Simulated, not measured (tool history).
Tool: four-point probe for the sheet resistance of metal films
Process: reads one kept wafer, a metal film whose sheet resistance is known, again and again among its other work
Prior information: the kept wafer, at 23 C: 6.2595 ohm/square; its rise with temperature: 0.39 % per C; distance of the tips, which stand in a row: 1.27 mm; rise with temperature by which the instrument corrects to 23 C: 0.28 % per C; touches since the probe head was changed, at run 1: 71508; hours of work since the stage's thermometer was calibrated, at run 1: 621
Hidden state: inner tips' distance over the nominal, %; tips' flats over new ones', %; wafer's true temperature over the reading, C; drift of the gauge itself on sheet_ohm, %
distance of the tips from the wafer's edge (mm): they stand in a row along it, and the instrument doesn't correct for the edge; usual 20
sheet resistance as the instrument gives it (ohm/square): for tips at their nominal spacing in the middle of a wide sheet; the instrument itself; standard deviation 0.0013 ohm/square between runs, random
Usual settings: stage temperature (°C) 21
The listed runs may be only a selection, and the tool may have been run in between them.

run	hour	stage temperature (°C)	distance of the tips from the wafer's edge (mm)	touches since the probe head was changed	hours of work since the stage's thermometer was calibrated	sheet resistance as the instrument gives it (ohm/square)
1	0	21	20	71508	621	6.264316
2	29.8	21	20	72756	636	6.264168
3	67.8	21	20	74347	654	6.265264
4	96.7	23	20	75559	667	6.279673
5	131.8	21	20	77029	684	6.264028
6	178.5	22	20	78985	706	6.273528
7	227.5	22	20	81037	730	6.27423
8	263.8	21	20	82554	747	6.267447
# hour 267.6: stage's thermometer calibrated
9	306.5	21	20	84323	19	6.268474
10	330.8	21	20	85341	30	6.27066
11	359.7	21	20	86551	44	6.271454
12	390.8	33	30	87854	59	6.341874
13	421.6	34	30	89144	73	6.349534
14	442.1	34	30	90001	83	6.349935
15	486.9	21	62	91876	104	6.258608
# hour 507.5: stage's thermometer calibrated, once more
16	527.2	21	62	93544	9	6.254674
17	549.3	23	22	94471	20	6.276985
18	576.7	23	22	95617	33	6.275634

Across each entry between runs, compare the hidden state at the last listed run before it with the hidden state at the first listed run after it:
From run 8 to run 9: stage's thermometer calibrated (hour 267.6)
  inner tips' distance over the nominal, %: 0.082 -> 0.086; wafer's true temperature over the reading, C: 0.11 -> 0.15
  difference, measured minus the result without the unlogged condition, sheet resistance as the instrument gives it (ohm/square): +0.008095 -> +0.009418
From run 15 to run 16: stage's thermometer calibrated, once more (hour 507.5)
  inner tips' distance over the nominal, %: 0.105 -> 0.109; wafer's true temperature over the reading, C: 0.16 -> -0.02
  difference, measured minus the result without the unlogged condition, sheet resistance as the instrument gives it (ohm/square): +0.011113 -> +0.006936
